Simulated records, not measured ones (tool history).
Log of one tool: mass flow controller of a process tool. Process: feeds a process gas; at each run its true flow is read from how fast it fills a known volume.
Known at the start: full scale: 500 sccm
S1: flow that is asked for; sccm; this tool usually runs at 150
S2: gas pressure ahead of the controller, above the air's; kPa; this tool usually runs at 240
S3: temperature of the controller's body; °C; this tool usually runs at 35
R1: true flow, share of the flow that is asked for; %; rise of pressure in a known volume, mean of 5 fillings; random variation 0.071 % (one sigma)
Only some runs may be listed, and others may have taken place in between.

run,hour,S1,S2,S3,R1
1,0.0,150,240,35,99.41
2,47.0,150,267,35,99.65
3,84.5,150,240,35,99.45
4,123.2,150,240,35,99.54
5,166.0,150,240,35,99.51
6,224.8,150,240,35,99.37
7,301.1,150,240,35,99.40
8,381.7,150,240,35,99.51
9,436.0,150,240,35,99.62
10,484.8,226,240,35,99.78
11,563.8,95,240,35,99.17
12,601.4,95,240,35,99.12
13,638.9,95,211,35,98.94
14,726.7,95,211,35,98.94
15,771.6,95,211,35,98.97
16,842.5,95,211,35,99.03
17,916.4,53,271,40,99.59
18,991.6,53,271,40,99.69

Expected results for the next run?
19,1055.5,81,269,40,?

{"run 19": {"R1": 99.9}}
Were there no unlogged condition in the tool, this run, its random variation unchanged, would have produced R1 99.89 %.

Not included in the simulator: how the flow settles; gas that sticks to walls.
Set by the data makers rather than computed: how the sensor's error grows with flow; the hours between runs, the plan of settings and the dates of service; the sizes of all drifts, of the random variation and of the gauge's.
